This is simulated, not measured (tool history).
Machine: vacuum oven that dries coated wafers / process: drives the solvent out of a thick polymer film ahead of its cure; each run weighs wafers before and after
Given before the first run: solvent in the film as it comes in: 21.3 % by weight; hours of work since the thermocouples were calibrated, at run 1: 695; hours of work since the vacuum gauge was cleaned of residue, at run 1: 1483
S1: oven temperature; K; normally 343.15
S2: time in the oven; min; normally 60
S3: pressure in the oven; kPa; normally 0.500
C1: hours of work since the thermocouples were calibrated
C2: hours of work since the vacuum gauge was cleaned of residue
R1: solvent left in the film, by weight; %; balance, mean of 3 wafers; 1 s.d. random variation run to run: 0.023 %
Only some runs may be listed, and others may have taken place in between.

run,day,S1,S2,S3,C1,C2,R1
1,0.000,343.15,60,0.500,695,1483,1.93
2,2.921,343.15,60,0.500,743,1530,1.89
3,6.308,343.15,60,0.500,798,1586,1.86
4,9.612,343.15,60,0.500,853,1640,1.85
5,11.588,343.15,60,0.500,885,1673,1.86
# day 12.971: oven's thermocouples calibrated
6,14.779,343.15,60,0.500,30,1724,2.14
7,17.862,343.15,60,0.500,80,1774,2.14
8,20.142,343.15,60,1.923,118,1812,3.16
9,23.000,343.15,38,1.923,165,1858,5.21
10,26.350,343.15,38,1.923,219,1913,5.17
11,28.729,343.15,38,1.923,258,1952,5.17
12,30.904,343.15,60,0.500,294,1988,2.14
13,33.112,343.15,60,0.500,330,2024,2.10
# day 35.396: vacuum gauge cleaned of residue and calibrated
14,35.754,343.15,60,0.500,373,6,1.96
15,38.121,343.15,60,0.500,411,45,1.95
16,41.708,337.15,60,0.500,470,104,3.68
17,45.242,337.15,60,0.500,528,161,3.65
18,48.629,337.15,60,0.500,584,217,3.66
19,51.921,343.15,52,0.500,638,271,2.43
20,55.333,343.15,52,0.500,694,327,2.43
21,57.454,336.15,60,0.500,729,362,3.93
22,59.300,343.15,60,0.500,759,392,1.85
23,61.962,349.15,77,0.489,803,436,0.51
24,65.454,351.15,60,0.283,860,493,0.51
25,68.033,356.15,60,1.756,902,535,0.89
# day 68.458: oven's thermocouples calibrated
26,70.650,356.15,60,1.756,36,577,1.01
27,72.779,356.15,60,1.756,71,612,0.98
28,74.754,354.15,66,0.553,103,644,0.44
29,78.125,354.15,78,0.334,159,699,0.27
30,80.771,335.15,45,0.500,202,743,6.53
31,82.496,343.15,67,0.500,230,771,1.75
32,85.104,343.15,45,0.500,273,814,3.46
33,88.512,352.15,94,0.500,329,870,0.38
34,92.054,333.15,99,0.500,387,928,2.86
35,94.192,333.15,55,1.121,422,963,6.63
36,96.325,333.15,55,1.121,457,998,6.55
37,97.992,343.15,88,0.285,484,1025,0.89
38,101.492,343.15,94,0.500,542,1083,0.95
39,103.558,337.15,31,1.926,576,1117,8.85
40,105.129,340.15,31,1.926,601,1142,7.52
41,107.883,340.15,31,1.926,647,1188,7.48
42,110.475,340.15,31,0.290,689,1230,6.48
43,112.250,342.15,82,0.433,718,1259,1.24

Entry by entry between the runs, the difference in hidden state between the last listed run before and the first listed run after:
Between runs 5 and 6: oven's thermocouples calibrated (day 12.971)
  true wafer temperature over the reading, C: 1.42 -> 0.19; true pressure over the reading, kPa: 0.171 -> 0.177
  measured result minus the result with no hidden state, R1: -0.21 -> +0.08 %
Between runs 13 and 14: vacuum gauge cleaned of residue and calibrated (day 35.396)
  true wafer temperature over the reading, C: 0.59 -> 0.64; true pressure over the reading, kPa: 0.211 -> 0.02
  measured result minus the result with no hidden state, R1: +0.00 -> -0.14 %
Between runs 25 and 26: oven's thermocouples calibrated (day 68.458)
  true wafer temperature over the reading, C: 1.35 -> -0.37; true pressure over the reading, kPa: 0.08 -> 0.084
  measured result minus the result with no hidden state, R1: -0.04 -> +0.06 %
